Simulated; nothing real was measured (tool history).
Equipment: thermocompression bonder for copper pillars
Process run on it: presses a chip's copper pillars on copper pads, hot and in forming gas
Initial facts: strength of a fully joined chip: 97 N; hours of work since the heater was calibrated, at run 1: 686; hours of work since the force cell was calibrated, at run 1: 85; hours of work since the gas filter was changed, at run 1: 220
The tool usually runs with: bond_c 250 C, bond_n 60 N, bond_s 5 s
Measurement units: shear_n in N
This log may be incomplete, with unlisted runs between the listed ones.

run   hour  bond_c  bond_n  bond_s  hours of work since the heater was calibrated  hours of work since the force cell was calibrated  hours of work since the gas filter was changed  shear_n
  1      0     250      60       5                                            686                                                 85                                             220     69.9
  2      8     250      60       5                                            690                                                 89                                             224     70.1
  3   16.4     250      60       5                                            695                                                 93                                             229     70.5
  4   26.4     250      60       4                                            700                                                 98                                             234     67.2
      37.6  -- forming gas filter changed
  5   37.6     250      60       4                                            705                                                104                                               0     74.6
  6   49.2     250      60       7                                            711                                                110                                               6     81.5
  7   54.9     243      60       5                                            714                                                113                                               9     74.3
  8   66.6     250      60      13                                            720                                                119                                              15     89.6
  9   74.7     250      60       5                                            725                                                123                                              19     77.1
 10   84.2     250      60       5                                            729                                                128                                              24     77.2
 11   95.1     250      52       5                                            735                                                134                                              30     72.8
     106.5  -- heater calibrated with a thermocouple chip
 12    109     250      55       5                                              1                                                140                                              36     78.1
 13  116.1     250      55       5                                              5                                                144                                              40     78.3
 14  125.7     250      60       5                                             10                                                148                                              45     80.5
 15  137.7     258      60       5                                             16                                                155                                              51       83
 16  146.8     258      60       5                                             21                                                159                                              55     83.9
 17  158.5     258      60       5                                             27                                                165                                              62     82.4
 18  165.5     250      60      14                                             30                                                169                                              65     90.2
 19  170.7     250      60      14                                             33                                                172                                              68     89.6
     174.7  -- heater calibrated with a thermocouple chip, once more
 20  180.6     250      60      14                                              3                                                176                                              72     80.5
 21  188.7     230      70      14                                              7                                                180                                              76     76.3
 22  199.2     230      85       4                                             13                                                186                                              82     61.7
 23  208.3     230      85       4                                             17                                                190                                              86     60.4
 24  214.5     230      85       4                                             21                                                193                                              89     60.4
 25  220.4     266      74       6                                             24                                                197                                              93     83.5
 26  228.7     223      45       5                                             28                                                201                                              97     39.5
 27  236.2     223      45       5                                             32                                                205                                             101     39.1
 28  243.8     225      86       5                                             36                                                209                                             105     60.8
 29  254.4     225      86       5                                             41                                                214                                             110     60.5
 30  262.7     226      39       6                                             46                                                218                                             114     40.1
 31    272     263      58       6                                             50                                                223                                             119     77.3
 32  280.1     263      58       6                                             55                                                227                                             123     76.1
 33  286.9     243      37      11                                             58                                                231                                             127     58.9
 34  294.9     243      37      11                                             62                                                235                                             131     60.7
 35  303.2     233      60      13                                             67                                                239                                             135     70.3
 36  309.1     238      41       4                                             70                                                242                                             138       42
 37  316.5     258      88       4                                             73                                                246                                             142       78
 38  327.9     250      62       5                                             79                                                252                                             148     67.6
 39  334.7     272      40       5                                             83                                                256                                             152     68.3

Some steps in shear_n between neighbouring runs. How much of each would the tool show without its hidden state too (settings, what came in, random variation), and how much is left for the hidden state, with any gauge scatter that isn't in both results?
Hidden conditions of the tool in this case: true temperature of the bond over the reading, C; force that reaches the chip, % of what is set; oxide that the forming gas leaves, % of the face; drift of the gauge itself on shear_n, %.
Run 4 -> 5: forming gas filter changed. shear_n +7.4 N: hidden state +7.4, all else +0.
Run 7 -> 8: bond_c 243 -> 250, bond_s 5 -> 13. shear_n +15.3 N: hidden state -3.9, all else +19.2.
Run 19 -> 20: heater calibrated with a thermocouple chip, once more. shear_n -9.1 N: hidden state -7.2, all else -1.9.
Run 25 -> 26: bond_c 266 -> 223, bond_n 74 -> 45, bond_s 6 -> 5. shear_n -44 N: hidden state +2, all else -46.
Run 30 -> 31: bond_c 226 -> 263, bond_n 39 -> 58. shear_n +37.2 N: hidden state -2.1, all else +39.3.
Run 36 -> 37: bond_c 238 -> 258, bond_n 41 -> 88. shear_n +36 N: hidden state -2.5, all else +38.5.
